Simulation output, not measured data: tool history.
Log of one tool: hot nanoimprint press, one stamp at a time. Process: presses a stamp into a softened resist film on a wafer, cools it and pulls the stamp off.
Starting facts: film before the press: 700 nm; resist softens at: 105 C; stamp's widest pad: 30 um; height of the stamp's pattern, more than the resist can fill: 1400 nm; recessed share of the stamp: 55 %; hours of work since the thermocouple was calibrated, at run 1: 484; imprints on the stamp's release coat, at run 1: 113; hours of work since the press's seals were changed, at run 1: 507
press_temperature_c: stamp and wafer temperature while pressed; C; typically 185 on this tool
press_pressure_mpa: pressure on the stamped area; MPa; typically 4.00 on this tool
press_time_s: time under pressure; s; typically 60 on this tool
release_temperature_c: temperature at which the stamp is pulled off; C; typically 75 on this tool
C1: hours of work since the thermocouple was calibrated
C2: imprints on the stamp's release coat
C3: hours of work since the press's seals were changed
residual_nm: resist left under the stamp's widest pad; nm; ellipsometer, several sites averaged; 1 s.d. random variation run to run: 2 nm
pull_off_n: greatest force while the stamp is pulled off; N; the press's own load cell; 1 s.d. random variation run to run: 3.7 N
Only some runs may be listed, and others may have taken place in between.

Run 1, hour 0.0: usual settings; C1 484; C2 113; C3 507. Result: residual_nm 340.8 nm, pull_off_n 186 N.
Run 2, hour 28.1: usual settings; C1 500; C2 215; C3 522. Result: residual_nm 349.7 nm, pull_off_n 187 N.
Run 3, hour 60.4: usual settings; C1 518; C2 333; C3 540. Result: residual_nm 345.3 nm, pull_off_n 182 N.
Run 4, hour 77.9: usual settings but release_temperature_c 83 C; C1 528; C2 396; C3 550. Result: residual_nm 343.8 nm, pull_off_n 169 N.
At hour 95.0: press's hydraulic seals changed and the load cell set to zero.
Run 5, hour 111.3: usual settings but release_temperature_c 83 C; C1 542; C2 489; C3 9. Result: residual_nm 339.8 nm, pull_off_n 175 N.
Run 6, hour 141.8: usual settings but release_temperature_c 83 C; C1 559; C2 600; C3 26. Result: residual_nm 343.9 nm, pull_off_n 177 N.
Run 7, hour 167.5: usual settings but release_temperature_c 83 C; C1 573; C2 693; C3 40. Result: residual_nm 340.1 nm, pull_off_n 172 N.
At hour 181.7: plate thermocouple calibrated.
Run 8, hour 185.3: usual settings; C1 2; C2 747; C3 48. Result: residual_nm 348.7 nm, pull_off_n 203 N.
At hour 209.2: stamp cleaned and given a new release coat.
Run 9, hour 220.9: usual settings; C1 18; C2 42; C3 65. Result: residual_nm 346.7 nm, pull_off_n 186 N.
Run 10, hour 246.8: usual settings but press_pressure_mpa 2.94 MPa; C1 33; C2 136; C3 79. Result: residual_nm 398.6 nm, pull_off_n 183 N.
At hour 264.6: plate thermocouple calibrated, once more.
Run 11, hour 278.9: usual settings but press_pressure_mpa 2.94 MPa, press_time_s 48 s; C1 8; C2 242; C3 95. Result: residual_nm 413.5 nm, pull_off_n 186 N.
Run 12, hour 306.5: usual settings; C1 23; C2 343; C3 111. Result: residual_nm 331.7 nm, pull_off_n 181 N.
Run 13, hour 340.2: usual settings but press_temperature_c 186 C; C1 42; C2 466; C3 129. Result: residual_nm 323.3 nm, pull_off_n 182 N.
Run 14, hour 366.4: usual settings but release_temperature_c 61 C; C1 56; C2 561; C3 144. Result: residual_nm 333.9 nm, pull_off_n 232 N.
Run 15, hour 382.4: usual settings but press_temperature_c 174 C; C1 65; C2 619; C3 153. Result: residual_nm 482.4 nm, pull_off_n 200 N.
Run 16, hour 403.5: usual settings but press_pressure_mpa 3.00 MPa; C1 77; C2 696; C3 164. Result: residual_nm 377.5 nm, pull_off_n 196 N.
Run 17, hour 435.2: usual settings but press_temperature_c 176 C, press_pressure_mpa 2.72 MPa, release_temperature_c 68 C; C1 95; C2 812; C3 182. Result: residual_nm 517.6 nm, pull_off_n 233 N.
At hour 442.7: stamp cleaned and given a new release coat.
Run 18, hour 456.1: usual settings but press_temperature_c 181 C, press_pressure_mpa 3.55 MPa, press_time_s 115 s, release_temperature_c 67 C; C1 103; C2 49; C3 190. Result: residual_nm 326.1 nm, pull_off_n 205 N.
Run 19, hour 475.2: usual settings but press_temperature_c 181 C, press_pressure_mpa 3.55 MPa, press_time_s 115 s, release_temperature_c 67 C; C1 113; C2 119; C3 201. Result: residual_nm 323.2 nm, pull_off_n 198 N.
Run 20, hour 506.8: usual settings but press_pressure_mpa 3.22 MPa, press_time_s 37 s; C1 131; C2 234; C3 218. Result: residual_nm 427.5 nm, pull_off_n 183 N.
Run 21, hour 541.4: usual settings but press_pressure_mpa 3.22 MPa, press_time_s 37 s; C1 150; C2 360; C3 238. Result: residual_nm 433.3 nm, pull_off_n 191 N.
Run 22, hour 572.8: usual settings but press_temperature_c 183 C, press_pressure_mpa 3.33 MPa, release_temperature_c 70 C; C1 168; C2 474; C3 255. Result: residual_nm 397.6 nm, pull_off_n 207 N.
Run 23, hour 591.9: usual settings but press_temperature_c 183 C, release_temperature_c 63 C; C1 178; C2 544; C3 266. Result: residual_nm 364.5 nm, pull_off_n 230 N.
Run 24, hour 626.6: usual settings but press_temperature_c 183 C, press_time_s 111 s, release_temperature_c 69 C; C1 197; C2 670; C3 285. Result: residual_nm 291.2 nm, pull_off_n 218 N.
Run 25, hour 652.3: usual settings but press_temperature_c 183 C, press_time_s 111 s, release_temperature_c 69 C; C1 212; C2 763; C3 299. Result: residual_nm 293.9 nm, pull_off_n 217 N.
At hour 673.7: stamp cleaned and given a new release coat.
Run 26, hour 682.6: usual settings but press_temperature_c 183 C, press_time_s 111 s, release_temperature_c 69 C; C1 225; C2 32; C3 313. Result: residual_nm 291.6 nm, pull_off_n 192 N.
Run 27, hour 698.5: usual settings but press_temperature_c 196 C, press_time_s 111 s, release_temperature_c 72 C; C1 234; C2 90; C3 321. Result: residual_nm 184.1 nm, pull_off_n 189 N.
Run 28, hour 720.7: usual settings but press_time_s 69 s; C1 246; C2 171; C3 334. Result: residual_nm 326.6 nm, pull_off_n 181 N.
Run 29, hour 744.6: usual settings but press_temperature_c 189 C, press_pressure_mpa 5.45 MPa, press_time_s 97 s; C1 260; C2 258; C3 347. Result: residual_nm 211.8 nm, pull_off_n 177 N.
Run 30, hour 767.9: usual settings but press_temperature_c 189 C, press_pressure_mpa 3.58 MPa, press_time_s 97 s, release_temperature_c 61 C; C1 272; C2 343; C3 360. Result: residual_nm 264.6 nm, pull_off_n 218 N.

Some steps in residual_nm, run to run, broken into two amounts with sign: the step expected even without the hidden condition (settings, incoming material, random variation), and the rest, left for the hidden condition together with whatever gauge scatter is not in both the measured and the hidden-condition-free result:
Hidden state at play: true temperature over the reading, C; pressure that arrives at the usual setting, %; grip of the stamp's worn release coat, % over a new coat's; drift of the gauge itself on residual_nm, %; drift of the gauge itself on pull_off_n, %.
Run 7 -> 8: release_temperature_c 83 -> 75, plate thermocouple calibrated. residual_nm +8.6 nm: hidden state +6.7, all else +1.9.
Run 10 -> 11: press_time_s 60 -> 48, plate thermocouple calibrated, once more. residual_nm +14.9 nm: hidden state -17.2, all else +32.1.
Run 14 -> 15: press_temperature_c 185 -> 174, release_temperature_c 61 -> 75. residual_nm +148.5 nm: hidden state +1.1, all else +147.4.
Run 17 -> 18: press_temperature_c 176 -> 181, press_pressure_mpa 2.72 -> 3.55, press_time_s 60 -> 115, release_temperature_c 68 -> 67, stamp cleaned and given a new release coat. residual_nm -191.5 nm: hidden state +0.4, all else -191.9.
Run 27 -> 28: press_temperature_c 196 -> 185, press_time_s 111 -> 69, release_temperature_c 72 -> 75. residual_nm +142.5 nm: hidden state +5.1, all else +137.4.

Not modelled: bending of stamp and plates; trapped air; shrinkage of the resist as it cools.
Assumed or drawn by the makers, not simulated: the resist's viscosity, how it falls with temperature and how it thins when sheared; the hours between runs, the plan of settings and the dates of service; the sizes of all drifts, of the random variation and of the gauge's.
